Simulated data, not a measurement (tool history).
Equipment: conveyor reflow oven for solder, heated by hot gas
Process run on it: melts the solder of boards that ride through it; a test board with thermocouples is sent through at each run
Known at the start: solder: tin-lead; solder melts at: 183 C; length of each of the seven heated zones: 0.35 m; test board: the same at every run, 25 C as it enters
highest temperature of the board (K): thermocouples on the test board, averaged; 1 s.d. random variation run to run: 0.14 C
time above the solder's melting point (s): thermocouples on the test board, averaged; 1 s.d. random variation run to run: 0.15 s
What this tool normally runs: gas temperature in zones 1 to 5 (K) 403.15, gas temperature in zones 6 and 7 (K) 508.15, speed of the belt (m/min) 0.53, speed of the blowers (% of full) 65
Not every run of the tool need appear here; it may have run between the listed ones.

run,hour,gas temperature in zones 1 to 5 (K),gas temperature in zones 6 and 7 (K),speed of the belt (m/min),speed of the blowers (% of full),highest temperature of the board (K),time above the solder's melting point (s)
1,0,403.15,508.15,0.53,65,486.85,52.5
2,5.5,403.15,508.15,0.53,65,487.05,52.8
3,14.8,403.15,521.15,0.53,65,497.65,61.6
4,27.1,394.15,508.15,0.53,65,484.65,47.9
5,33.8,394.15,508.15,0.53,65,484.65,48.1
6,46,406.15,508.15,0.53,65,486.95,54.5
7,57.5,391.15,510.15,0.53,65,485.65,48.1
8,64.9,415.15,510.15,0.507,54,487.95,60.4
9,75.9,416.15,510.15,0.594,54,481.85,44.9
10,87.6,416.15,510.15,0.594,54,481.75,45
11,99.9,414.15,512.15,0.613,81,492.05,52.9

Below are 5 alternative next runs, each starting from the tool's condition after run 11. Predict each:
A,113.1,411.15,504.15,0.612,65,?,?
B,113.1,403.15,509.15,0.53,65,?,?
C,113.1,403.15,508.15,0.519,61,?,?
D,113.1,414.15,507.15,0.613,67,?,?
E,113.1,392.15,508.15,0.423,65,?,?

run,highest temperature of the board (K),time above the solder's melting point (s)
A,479.45,40.4
B,487.25,53.1
C,485.65,52.8
D,483.45,45.1
E,492.55,69.8
With no hidden state in the tool, these same runs would have given:
run,highest temperature of the board (K),time above the solder's melting point (s)
A,480.65,41.9
B,488.35,54.3
C,486.65,53.9
D,484.75,46.5
E,493.35,70.8

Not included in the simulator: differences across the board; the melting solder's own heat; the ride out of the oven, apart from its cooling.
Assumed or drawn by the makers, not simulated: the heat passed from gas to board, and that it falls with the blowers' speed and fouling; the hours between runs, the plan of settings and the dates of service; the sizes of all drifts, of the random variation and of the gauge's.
